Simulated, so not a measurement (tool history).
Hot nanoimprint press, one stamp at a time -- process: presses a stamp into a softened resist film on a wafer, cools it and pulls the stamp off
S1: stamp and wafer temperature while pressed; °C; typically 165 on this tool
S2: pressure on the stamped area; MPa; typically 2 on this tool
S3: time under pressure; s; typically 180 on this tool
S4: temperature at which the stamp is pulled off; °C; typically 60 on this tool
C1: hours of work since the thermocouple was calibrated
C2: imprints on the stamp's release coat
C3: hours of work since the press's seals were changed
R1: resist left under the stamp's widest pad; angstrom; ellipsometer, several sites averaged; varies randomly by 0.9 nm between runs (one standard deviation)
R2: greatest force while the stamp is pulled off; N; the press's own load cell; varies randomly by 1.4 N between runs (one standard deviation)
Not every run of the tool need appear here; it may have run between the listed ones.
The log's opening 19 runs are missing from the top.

run   hour   S1    S2   S3  S4   C1   C2   C3    R1   R2
 20  335.3  159  1.41  180  62   74  137  254  2038  108
 21  348.6  168  2.99  120  62   83  168  263  1006  108
 22    363  172     2   98  52   93  202  272  1094  122
 23  379.4  172     2   98  52  104  240  283  1094  124
 24  391.2  172     2   98  52  111  268  291  1089  120
 25  404.5  172     2   98  56  120  299  300  1098  118
 26  425.3  172     2   98  56  134  347  314  1094  118
 27    437  161  1.31  180  60  142  375  321  1878  116
 28  451.5  166  1.31  180  64  151  409  331  1466  106
 29  465.9  166  1.31  180  54  161  442  340  1471  121
 30  483.4  164  1.31  180  55  172  483  352  1625  121

Branching from run 30: 4 alternative next runs. What would each branch give?
     504.6  -- stamp cleaned and given a new release coat
  A  507.9  164  1.68  101  55  185   7  364   ?   ?
     504.6  -- stamp cleaned and given a new release coat
  B  507.9  165  2.53  117  52  185   7  364   ?   ?
     504.6  -- stamp cleaned and given a new release coat
  C  507.9  165  2.48  180  56  185   7  364   ?   ?
     504.6  -- stamp cleaned and given a new release coat
  D  507.9  165   1.3  180  60  185   7  364   ?   ?

run    R1   R2
  A  1787  116
  B  1304  121
  C  1113  117
  D  1530  113
Without the tool's unlogged condition, the same runs would have read:
run    R1   R2
  A  1790  116
  B  1306  121
  C  1114  117
  D  1533  113
